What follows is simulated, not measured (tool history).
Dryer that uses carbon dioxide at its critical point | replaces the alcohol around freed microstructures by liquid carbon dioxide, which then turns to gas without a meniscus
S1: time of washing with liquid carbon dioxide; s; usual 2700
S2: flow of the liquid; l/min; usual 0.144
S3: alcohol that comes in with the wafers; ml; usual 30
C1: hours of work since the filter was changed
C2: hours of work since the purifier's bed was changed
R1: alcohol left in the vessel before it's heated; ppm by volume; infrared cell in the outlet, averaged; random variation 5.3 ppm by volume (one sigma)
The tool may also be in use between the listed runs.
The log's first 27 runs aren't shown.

| run | hour | S1 | S2 | S3 | C1 | C2 | R1 |
|---|---|---|---|---|---|---|---|
| 28 | 182.5 | 2700 | 0.182 | 55 | 143 | 271 | 151 |
| 29 | 192.2 | 1980 | 0.233 | 40 | 149 | 277 | 133 |
| 30 | 199.2 | 1860 | 0.089 | 22 | 153 | 281 | 2464 |
| 31 | 205.8 | 1980 | 0.117 | 30 | 157 | 285 | 1356 |
| 32 | 211.8 | 1980 | 0.116 | 21 | 160 | 288 | 998 |
| 33 | 217.9 | 1980 | 0.121 | 32 | 164 | 292 | 1315 |
| 34 | 228.0 | 2700 | 0.225 | 45 | 170 | 298 | 106 |
| 35 | 232.3 | 2700 | 0.093 | 21 | 172 | 300 | 811 |
| 36 | 238.3 | 2700 | 0.144 | 99 | 175 | 304 | 557 |
| 37 | 244.0 | 2700 | 0.094 | 23 | 179 | 307 | 897 |
| 38 | 252.8 | 2700 | 0.144 | 41 | 184 | 312 | 292 |
| 39 | 258.0 | 2760 | 0.098 | 115 | 187 | 315 | 3186 |
| 40 | 265.2 | 2700 | 0.144 | 39 | 191 | 320 | 288 |
| 41 | 273.6 | 2220 | 0.214 | 91 | 196 | 324 | 219 |
| 42 | 281.9 | 2220 | 0.214 | 91 | 201 | 329 | 220 |
| 43 | 286.9 | 2700 | 0.095 | 61 | 204 | 332 | 2087 |
| 44 | 291.5 | 2700 | 0.095 | 61 | 206 | 335 | 2125 |
| 45 | 301.4 | 1920 | 0.175 | 118 | 212 | 341 | 1252 |
| 46 | 305.8 | 2280 | 0.205 | 30 | 215 | 343 | 152 |

5 ways to go on from here, each from the tool as it stands after run 46. What would each give?
| A | 313.3 | 2700 | 0.144 | 74 | 219 | 348 | ? |
| B | 313.3 | 3180 | 0.087 | 85 | 219 | 348 | ? |
| C | 313.3 | 1680 | 0.205 | 44 | 219 | 348 | ? |
| D | 313.3 | 2700 | 0.146 | 30 | 219 | 348 | ? |
| E | 313.3 | 2280 | 0.195 | 49 | 219 | 348 | ? |

| run | R1 |
|---|---|
| A | 485 |
| B | 2342 |
| C | 473 |
| D | 256 |
| E | 206 |
Without the tool's hidden state the same runs would have given:
| run | R1 |
|---|---|
| A | 279 |
| B | 1816 |
| C | 276 |
| D | 106 |
| E | 65 |

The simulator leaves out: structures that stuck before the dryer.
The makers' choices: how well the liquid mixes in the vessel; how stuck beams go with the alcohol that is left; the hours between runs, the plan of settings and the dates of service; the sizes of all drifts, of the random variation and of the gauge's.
